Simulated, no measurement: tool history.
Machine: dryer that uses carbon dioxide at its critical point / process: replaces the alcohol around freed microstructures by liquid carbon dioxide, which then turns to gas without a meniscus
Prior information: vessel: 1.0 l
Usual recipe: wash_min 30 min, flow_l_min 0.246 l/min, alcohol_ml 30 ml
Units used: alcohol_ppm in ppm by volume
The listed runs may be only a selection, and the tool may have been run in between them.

Run 1, hour 0: usual settings. Result: alcohol_ppm 178 ppm by volume.
Run 2, hour 9.7: usual settings but wash_min 44 min. Result: alcohol_ppm 22 ppm by volume.
Run 3, hour 21: usual settings but wash_min 44 min. Result: alcohol_ppm 33 ppm by volume.
Run 4, hour 33: usual settings but wash_min 44 min, alcohol_ml 37 ml. Result: alcohol_ppm 30 ppm by volume.
Run 5, hour 40.1: usual settings but wash_min 44 min, alcohol_ml 37 ml. Result: alcohol_ppm 35 ppm by volume.
Run 6, hour 51: usual settings. Result: alcohol_ppm 197 ppm by volume.
Run 7, hour 62: usual settings. Result: alcohol_ppm 202 ppm by volume.
Run 8, hour 72: usual settings. Result: alcohol_ppm 216 ppm by volume.
Run 9, hour 80.3: usual settings. Result: alcohol_ppm 219 ppm by volume.
At hour 82: inlet filter changed.
Run 10, hour 90.7: usual settings. Result: alcohol_ppm 118 ppm by volume.
Run 11, hour 97.2: usual settings but alcohol_ml 84 ml. Result: alcohol_ppm 282 ppm by volume.
Run 12, hour 108.7: usual settings but alcohol_ml 84 ml. Result: alcohol_ppm 278 ppm by volume.
Run 13, hour 113.8: usual settings but alcohol_ml 84 ml. Result: alcohol_ppm 305 ppm by volume.
Run 14, hour 122: usual settings but alcohol_ml 84 ml. Result: alcohol_ppm 303 ppm by volume.
Run 15, hour 130.7: usual settings but alcohol_ml 84 ml. Result: alcohol_ppm 288 ppm by volume.
Run 16, hour 139.6: usual settings but alcohol_ml 84 ml. Result: alcohol_ppm 319 ppm by volume.
Run 17, hour 147.2: usual settings. Result: alcohol_ppm 124 ppm by volume.
Run 18, hour 158.2: usual settings. Result: alcohol_ppm 128 ppm by volume.
Run 19, hour 163.9: usual settings but flow_l_min 0.221 l/min. Result: alcohol_ppm 210 ppm by volume.
Run 20, hour 169.1: usual settings but alcohol_ml 47 ml. Result: alcohol_ppm 193 ppm by volume.
Run 21, hour 178.3: usual settings but alcohol_ml 47 ml. Result: alcohol_ppm 198 ppm by volume.
Run 22, hour 189.1: usual settings but alcohol_ml 47 ml. Result: alcohol_ppm 203 ppm by volume.
Run 23, hour 194.2: usual settings but alcohol_ml 120 ml. Result: alcohol_ppm 468 ppm by volume.
Run 24, hour 202.5: usual settings but alcohol_ml 120 ml. Result: alcohol_ppm 473 ppm by volume.
Run 25, hour 210.8: usual settings but alcohol_ml 120 ml. Result: alcohol_ppm 463 ppm by volume.
Run 26, hour 219.8: usual settings but alcohol_ml 120 ml. Result: alcohol_ppm 478 ppm by volume.
Run 27, hour 230.3: usual settings but wash_min 34 min, flow_l_min 0.239 l/min. Result: alcohol_ppm 100 ppm by volume.
Run 28, hour 240.8: usual settings but wash_min 25 min, flow_l_min 0.16 l/min. Result: alcohol_ppm 1479 ppm by volume.
Run 29, hour 246.4: usual settings but wash_min 36 min, flow_l_min 0.16 l/min, alcohol_ml 22 ml. Result: alcohol_ppm 317 ppm by volume.
Run 30, hour 254.7: usual settings but wash_min 36 min, flow_l_min 0.16 l/min, alcohol_ml 22 ml. Result: alcohol_ppm 322 ppm by volume.
Run 31, hour 265.8: usual settings but flow_l_min 0.166 l/min, alcohol_ml 32 ml. Result: alcohol_ppm 795 ppm by volume.
Run 32, hour 277.4: usual settings but flow_l_min 0.166 l/min, alcohol_ml 32 ml. Result: alcohol_ppm 801 ppm by volume.
Run 33, hour 288.9: usual settings but wash_min 26 min, flow_l_min 0.166 l/min, alcohol_ml 26 ml. Result: alcohol_ppm 1058 ppm by volume.
Run 34, hour 299.8: usual settings but wash_min 26 min, flow_l_min 0.166 l/min, alcohol_ml 26 ml. Result: alcohol_ppm 1102 ppm by volume.
Run 35, hour 305.7: usual settings but wash_min 26 min, flow_l_min 0.166 l/min, alcohol_ml 26 ml. Result: alcohol_ppm 1060 ppm by volume.
Run 36, hour 311.7: usual settings but wash_min 26 min, flow_l_min 0.166 l/min, alcohol_ml 31 ml. Result: alcohol_ppm 1262 ppm by volume.
Run 37, hour 322.4: usual settings but wash_min 18 min, alcohol_ml 82 ml. Result: alcohol_ppm 3053 ppm by volume.
Run 38, hour 332.1: usual settings but wash_min 18 min, alcohol_ml 82 ml. Result: alcohol_ppm 3205 ppm by volume.
Run 39, hour 340.2: usual settings but wash_min 20 min, alcohol_ml 43 ml. Result: alcohol_ppm 1170 ppm by volume.
Run 40, hour 348.1: usual settings but wash_min 20 min, alcohol_ml 43 ml. Result: alcohol_ppm 1205 ppm by volume.
Run 41, hour 353.7: usual settings but wash_min 39 min, flow_l_min 0.204 l/min, alcohol_ml 101 ml. Result: alcohol_ppm 341 ppm by volume.

Here are 5 independent what-if runs from the current tool condition. What would each one return?
Run A, hour 362.9: usual settings but wash_min 34 min, flow_l_min 0.231 l/min. Result: alcohol_ppm ?.
Run B, hour 362.9: usual settings but wash_min 38 min, flow_l_min 0.212 l/min, alcohol_ml 26 ml. Result: alcohol_ppm ?.
Run C, hour 362.9: usual settings but wash_min 39 min, flow_l_min 0.169 l/min, alcohol_ml 101 ml. Result: alcohol_ppm ?.
Run D, hour 362.9: usual settings but alcohol_ml 27 ml. Result: alcohol_ppm ?.
Run E, hour 362.9: usual settings but wash_min 35 min, flow_l_min 0.275 l/min, alcohol_ml 23 ml. Result: alcohol_ppm ?.

run  alcohol_ppm
  A          156
  B          130
  C          830
  D          171
  E           74
Had the tool no hidden state, the same runs would have come out as:
run  alcohol_ppm
  A           71
  B           54
  C          546
  D           83
  E           14
